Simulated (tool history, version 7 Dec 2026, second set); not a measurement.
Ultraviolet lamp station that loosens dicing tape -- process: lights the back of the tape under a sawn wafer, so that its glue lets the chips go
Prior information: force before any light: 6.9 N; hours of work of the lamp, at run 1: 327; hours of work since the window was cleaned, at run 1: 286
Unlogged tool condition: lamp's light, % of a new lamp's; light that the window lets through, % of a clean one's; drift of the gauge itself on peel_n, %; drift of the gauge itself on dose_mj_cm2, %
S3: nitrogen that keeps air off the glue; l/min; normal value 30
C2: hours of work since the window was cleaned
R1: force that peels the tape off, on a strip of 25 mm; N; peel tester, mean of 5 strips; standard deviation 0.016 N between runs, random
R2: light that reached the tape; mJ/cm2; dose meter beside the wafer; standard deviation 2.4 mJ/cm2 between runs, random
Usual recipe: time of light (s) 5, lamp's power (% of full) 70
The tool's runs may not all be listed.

{"run": 1, "day": 0.0, "time of light (s)": 5, "lamp's power (% of full)": 70, "S3": 30, "hours of work of the lamp": 327, "C2": 286, "R1": 0.819, "R2": 246}
{"run": 2, "day": 2.012, "time of light (s)": 10, "lamp's power (% of full)": 70, "S3": 30, "hours of work of the lamp": 350, "C2": 309, "R1": 0.287, "R2": 489}
{"run": 3, "day": 3.625, "time of light (s)": 5, "lamp's power (% of full)": 70, "S3": 52, "hours of work of the lamp": 369, "C2": 327, "R1": 0.678, "R2": 246}
{"run": 4, "day": 6.288, "time of light (s)": 5, "lamp's power (% of full)": 74, "S3": 30, "hours of work of the lamp": 399, "C2": 358, "R1": 0.819, "R2": 256}
{"run": 5, "day": 8.075, "time of light (s)": 4, "lamp's power (% of full)": 70, "S3": 30, "hours of work of the lamp": 420, "C2": 379, "R1": 1.303, "R2": 192}
{"run": 6, "day": 10.746, "time of light (s)": 4, "lamp's power (% of full)": 70, "S3": 30, "hours of work of the lamp": 451, "C2": 410, "R1": 1.271, "R2": 191}
{"day": 10.888, "done": "window cleaned of glue's vapour"}
{"run": 7, "day": 13.167, "time of light (s)": 2, "lamp's power (% of full)": 95, "S3": 35, "hours of work of the lamp": 479, "C2": 26, "R1": 2.067, "R2": 129}

Predict the results of run 8:
{"run": 8, "day": 14.508, "time of light (s)": 4, "lamp's power (% of full)": 87, "S3": 38, "hours of work of the lamp": 494, "C2": 42, "R1": "?", "R2": "?"}

Run 8 came out at R1 0.842 N, R2 236 mJ/cm2.
The same run, on a tool lacking any hidden state, would have yielded R1 0.703 N, R2 262 mJ/cm2.

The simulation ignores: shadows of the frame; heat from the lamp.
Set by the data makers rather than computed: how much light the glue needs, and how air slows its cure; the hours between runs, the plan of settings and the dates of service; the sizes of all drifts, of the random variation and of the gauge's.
